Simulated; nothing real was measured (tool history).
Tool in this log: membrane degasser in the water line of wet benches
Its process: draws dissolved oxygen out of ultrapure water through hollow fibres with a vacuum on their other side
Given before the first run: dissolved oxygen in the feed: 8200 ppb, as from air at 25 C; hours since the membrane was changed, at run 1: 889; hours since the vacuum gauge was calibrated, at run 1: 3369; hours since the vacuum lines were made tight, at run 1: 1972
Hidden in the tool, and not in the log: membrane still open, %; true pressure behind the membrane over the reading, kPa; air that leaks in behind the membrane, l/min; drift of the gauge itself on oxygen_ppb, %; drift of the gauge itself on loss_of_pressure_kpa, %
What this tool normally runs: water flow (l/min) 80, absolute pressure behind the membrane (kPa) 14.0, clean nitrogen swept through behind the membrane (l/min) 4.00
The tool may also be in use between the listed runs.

run    hour  water flow (l/min)  absolute pressure behind the membrane (kPa)  clean nitrogen swept through behind the membrane (l/min)  hours since the membrane was changed  hours since the vacuum gauge was calibrated  hours since the vacuum lines were made tight  dissolved oxygen in the water behind the degasser (ppb)  pressure that the water loses in the fibres (kPa)
  1     0.0                  80                                         14.0                                                      4.00                                   889                                         3369                                          1972                                                    485.3                                              33.34
  2    75.8                  80                                         14.0                                                      4.00                                   965                                         3445                                          2047                                                    482.2                                              33.12
  3   208.6                  80                                         14.0                                                      4.00                                  1098                                         3577                                          2180                                                    484.5                                              33.51
  4   289.0                  80                                         14.0                                                      4.00                                  1178                                         3658                                          2261                                                    482.5                                              33.14
  5   392.9                  80                                         14.0                                                      4.00                                  1282                                         3762                                          2365                                                    485.4                                              33.08
  6   488.2                  80                                         14.0                                                      4.00                                  1377                                         3857                                          2460                                                    486.6                                              33.32
  7   551.7                  80                                         14.0                                                      4.00                                  1441                                         3921                                          2523                                                    486.1                                              33.54
  8   624.6                  80                                         14.0                                                      4.00                                  1514                                         3993                                          2596                                                    486.2                                              33.12
  9   705.7                  80                                         14.0                                                      4.00                                  1595                                         4075                                          2677                                                    485.2                                              33.81
 10   786.6                  80                                         14.0                                                      4.00                                  1676                                         4156                                          2758                                                    485.5                                              33.13
 11   862.6                  80                                         14.0                                                      4.00                                  1752                                         4231                                          2834                                                    483.7                                              33.19
 12   939.3                  80                                         14.0                                                      4.00                                  1828                                         4308                                          2911                                                    489.0                                              33.25
 13   999.8                  80                                         14.0                                                      4.00                                  1889                                         4369                                          2971                                                    485.3                                              33.32
 14  1055.1                  80                                         25.5                                                      4.00                                  1944                                         4424                                          3027                                                    924.0                                              33.68
 15  1139.9                  80                                         25.5                                                      4.00                                  2029                                         4509                                          3112                                                    921.9                                              33.61
 16  1236.5                  80                                         25.5                                                      4.00                                  2126                                         4605                                          3208                                                    922.9                                              33.38
 17  1354.1                  74                                         14.0                                                      2.99                                  2243                                         4723                                          3326                                                    572.6                                              31.13
 18  1484.6                  83                                         16.9                                                      3.85                                  2374                                         4853                                          3456                                                    643.6                                              34.95
 19  1609.5                  52                                         12.4                                                      3.68                                  2499                                         4978                                          3581                                                    299.4                                              21.82
     1619.0  -- vacuum gauge calibrated
 20  1704.2                  48                                         13.5                                                      8.55                                  2593                                           85                                          3675                                                    143.5                                              20.01
 21  1799.3                  80                                         12.8                                                      6.70                                  2688                                          180                                          3770                                                    290.6                                              33.50
 22  1906.5                  80                                         12.8                                                      6.70                                  2795                                          288                                          3878                                                    291.7                                              33.47
 23  2008.9                  80                                         12.8                                                      6.86                                  2898                                          390                                          3980                                                    286.8                                              33.29
 24  2078.6                  80                                         12.8                                                      6.86                                  2967                                          460                                          4050                                                    287.1                                              34.14
     2106.4  -- vacuum gauge calibrated, once more
 25  2147.3                  80                                         12.8                                                      6.86                                  3035                                           41                                          4118                                                    281.3                                              33.68
 26  2209.9                  80                                         12.8                                                      8.07                                  3098                                          103                                          4181                                                    247.8                                              33.64
 27  2319.9                  80                                         12.8                                                      8.07                                  3208                                          214                                          4291                                                    247.8                                              33.51
 28  2387.9                  80                                         21.9                                                      2.16                                  3276                                          282                                          4359                                                   1254.0                                              33.77
 29  2444.2                  84                                         12.1                                                      9.57                                  3332                                          338                                          4415                                                    217.1                                              35.40
 30  2533.7                  66                                         16.5                                                      4.00                                  3422                                          427                                          4504                                                    485.7                                              27.70
 31  2655.1                  80                                         16.5                                                      4.00                                  3543                                          549                                          4626                                                    586.4                                              34.00
 32  2719.0                 122                                         14.0                                                     10.13                                  3607                                          613                                          4690                                                    401.7                                              51.67

4 options for the next run, each taken on its own from the tool as it stands now. Forecast them:
  A  2788.4                  52                                         32.4                                                      6.76                                  3677                                          682                                          4759                                                        ?                                                  ?
  B  2788.4                  62                                         11.0                                                      5.08                                  3677                                          682                                          4759                                                        ?                                                  ?
  C  2788.4                  80                                         18.3                                                      9.25                                  3677                                          682                                          4759                                                        ?                                                  ?
  D  2788.4                  75                                         15.9                                                     10.13                                  3677                                          682                                          4759                                                        ?                                                  ?

run  dissolved oxygen in the water behind the degasser (ppb)  pressure that the water loses in the fibres (kPa)
  A                                                    519.5                                              21.96
  B                                                    229.2                                              26.49
  C                                                    330.6                                              34.37
  D                                                    242.9                                              31.82
Had the tool no hidden state, the same runs would have come out as:
run  dissolved oxygen in the water behind the degasser (ppb)  pressure that the water loses in the fibres (kPa)
  A                                                    514.3                                              21.41
  B                                                    225.5                                              25.84
  C                                                    324.9                                              33.53
  D                                                    238.2                                              31.03
